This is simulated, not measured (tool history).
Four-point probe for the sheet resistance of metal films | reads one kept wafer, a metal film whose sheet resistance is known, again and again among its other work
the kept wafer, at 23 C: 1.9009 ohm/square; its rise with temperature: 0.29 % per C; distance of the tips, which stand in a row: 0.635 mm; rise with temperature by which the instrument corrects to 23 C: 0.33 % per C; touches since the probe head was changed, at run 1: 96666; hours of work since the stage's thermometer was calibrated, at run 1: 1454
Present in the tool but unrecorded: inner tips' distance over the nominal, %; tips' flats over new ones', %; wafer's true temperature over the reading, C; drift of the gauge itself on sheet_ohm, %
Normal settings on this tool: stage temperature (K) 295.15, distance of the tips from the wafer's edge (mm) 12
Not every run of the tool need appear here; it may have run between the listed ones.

| run | day | stage temperature (K) | distance of the tips from the wafer's edge (mm) | touches since the probe head was changed | hours of work since the stage's thermometer was calibrated | sheet resistance as the instrument gives it (ohm/square) |
|---|---|---|---|---|---|---|
| 1 | 0.000 | 295.15 | 12 | 96666 | 1454 | 1.902313 |
| 2 | 1.917 | 295.15 | 33 | 98446 | 1476 | 1.899545 |
| 3 | 3.704 | 295.15 | 33 | 100107 | 1497 | 1.900119 |
| 4 | 6.525 | 295.15 | 33 | 102725 | 1530 | 1.898641 |
| 5 | 8.792 | 295.15 | 33 | 104831 | 1556 | 1.898923 |
| 6 | 10.962 | 295.15 | 33 | 106847 | 1581 | 1.898814 |
| 7 | 12.804 | 295.15 | 33 | 108558 | 1603 | 1.898894 |
| 8 | 15.225 | 299.15 | 24 | 110807 | 1631 | 1.896383 |
| 9 | 18.088 | 299.15 | 24 | 113467 | 1664 | 1.896195 |
| 10 | 19.579 | 294.15 | 7 | 114855 | 1681 | 1.907297 |
| 11 | 22.567 | 294.15 | 7 | 117630 | 1716 | 1.906853 |

What does the tool deliver on the next run?
| 12 | 24.521 | 291.15 | 6 | 119445 | 1739 | ? |

{"run 12": {"sheet resistance as the instrument gives it (ohm/square)": 1.911968}}
The same run, on a tool lacking any hidden state, would have yielded sheet resistance as the instrument gives it (ohm/square) 1.916094.
